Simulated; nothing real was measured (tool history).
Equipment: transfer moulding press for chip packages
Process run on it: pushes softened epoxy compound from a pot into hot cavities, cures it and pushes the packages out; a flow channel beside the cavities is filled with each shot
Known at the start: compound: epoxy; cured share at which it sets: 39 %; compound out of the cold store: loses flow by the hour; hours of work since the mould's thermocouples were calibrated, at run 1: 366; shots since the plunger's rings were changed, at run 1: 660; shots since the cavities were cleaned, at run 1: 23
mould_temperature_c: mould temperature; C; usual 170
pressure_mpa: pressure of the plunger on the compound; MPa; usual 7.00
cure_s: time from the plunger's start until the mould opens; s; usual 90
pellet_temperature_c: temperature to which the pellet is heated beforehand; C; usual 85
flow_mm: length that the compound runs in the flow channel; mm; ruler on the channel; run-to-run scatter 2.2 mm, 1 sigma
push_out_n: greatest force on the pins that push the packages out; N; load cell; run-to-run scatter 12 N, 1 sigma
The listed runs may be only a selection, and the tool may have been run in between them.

run,day,mould_temperature_c,pressure_mpa,cure_s,pellet_temperature_c,hours of work since the mould's thermocouples were calibrated,shots since the plunger's rings were changed,shots since the cavities were cleaned,incoming compound's hours out of the cold store,flow_mm,push_out_n
1,0.000,170,7.00,90,85,366,660,23,36.2,567,521
2,0.521,170,7.00,90,85,372,771,134,17.5,598,632
3,1.004,170,7.00,90,85,378,875,238,40.2,563,673
4,1.696,170,7.00,90,85,386,1023,386,39.5,557,766
5,2.321,170,7.00,90,85,394,1158,521,35.7,566,818
6,2.829,170,7.00,90,85,400,1267,630,44.6,548,870
7,3.483,168,7.00,90,85,408,1407,770,12.0,601,1031
# day 4.058: cavities cleaned with cleaning compound and waxed
8,4.079,168,7.00,90,85,414,1521,4,21.2,586,603
9,4.821,170,7.00,90,82,423,1681,164,33.3,564,646
10,5.496,170,7.00,90,82,431,1825,308,41.4,548,695
11,5.917,170,7.00,90,82,437,1915,398,21.3,576,817

Here are 3 independent what-if runs from the current tool condition. What would each one return?
A,6.492,170,7.93,90,76,443,2039,522,45.3,?,?
B,6.492,167,7.00,90,85,443,2039,522,33.5,?,?
C,6.492,170,6.96,90,84,443,2039,522,12.2,?,?

run,flow_mm,push_out_n
A,581,829
B,563,1011
C,591,855
With no hidden state in the tool, these same runs would have given:
run,flow_mm,push_out_n
A,601,554
B,583,685
C,611,575
